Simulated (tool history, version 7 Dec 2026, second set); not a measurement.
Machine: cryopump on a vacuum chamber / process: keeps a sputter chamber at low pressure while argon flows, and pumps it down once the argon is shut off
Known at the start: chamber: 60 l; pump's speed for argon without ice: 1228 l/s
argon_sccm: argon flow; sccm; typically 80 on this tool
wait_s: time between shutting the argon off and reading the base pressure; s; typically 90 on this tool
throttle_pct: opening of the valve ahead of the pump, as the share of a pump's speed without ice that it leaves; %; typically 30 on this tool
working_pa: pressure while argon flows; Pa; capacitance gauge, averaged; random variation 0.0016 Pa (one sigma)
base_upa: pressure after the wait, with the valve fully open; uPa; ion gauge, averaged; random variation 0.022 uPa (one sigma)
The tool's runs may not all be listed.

run 1 hour=0 | argon_sccm=80 wait_s=90 throttle_pct=30 | working_pa=0.3694 base_upa=3.31
run 2 hour=19 | argon_sccm=63 wait_s=90 throttle_pct=30 | working_pa=0.2906 base_upa=3.28
run 3 hour=35.1 | argon_sccm=80 wait_s=36 throttle_pct=30 | working_pa=0.3738 base_upa=3.87
run 4 hour=61.2 | argon_sccm=80 wait_s=104 throttle_pct=30 | working_pa=0.3722 base_upa=3.36
run 5 hour=88.4 | argon_sccm=80 wait_s=104 throttle_pct=30 | working_pa=0.3747 base_upa=3.48
run 6 hour=100.3 | argon_sccm=71 wait_s=90 throttle_pct=30 | working_pa=0.331 base_upa=3.56
run 7 hour=123.8 | argon_sccm=71 wait_s=90 throttle_pct=30 | working_pa=0.3328 base_upa=3.54
-- hour=128.3 leaking fittings of the chamber tightened, without venting
run 8 hour=150.5 | argon_sccm=71 wait_s=90 throttle_pct=30 | working_pa=0.331 base_upa=0.67
run 9 hour=172.7 | argon_sccm=71 wait_s=90 throttle_pct=30 | working_pa=0.3341 base_upa=0.67
run 10 hour=186.9 | argon_sccm=40 wait_s=60 throttle_pct=15 | working_pa=0.3722 base_upa=0.84
run 11 hour=206.8 | argon_sccm=129 wait_s=22 throttle_pct=28 | working_pa=0.6521 base_upa=1.69

Predict each of these 4 candidate next runs independently; none follows another, all start after run 11:
run A hour=228.8 | argon_sccm=35 wait_s=22 throttle_pct=32 | working_pa=? base_upa=?
run B hour=228.8 | argon_sccm=70 wait_s=89 throttle_pct=28 | working_pa=? base_upa=?
run C hour=228.8 | argon_sccm=80 wait_s=90 throttle_pct=50 | working_pa=? base_upa=?
run D hour=228.8 | argon_sccm=80 wait_s=41 throttle_pct=30 | working_pa=? base_upa=?

run=A working_pa=0.1545 base_upa=1.68
run=B working_pa=0.3532 base_upa=0.77
run=C working_pa=0.2307 base_upa=0.76
run=D working_pa=0.3782 base_upa=1.11
Stripped of hidden state, with their random variation kept, the same runs would have yielded:
run=A working_pa=0.15 base_upa=1.51
run=B working_pa=0.3442 base_upa=0.59
run=C working_pa=0.2203 base_upa=0.58
run=D working_pa=0.3678 base_upa=0.93
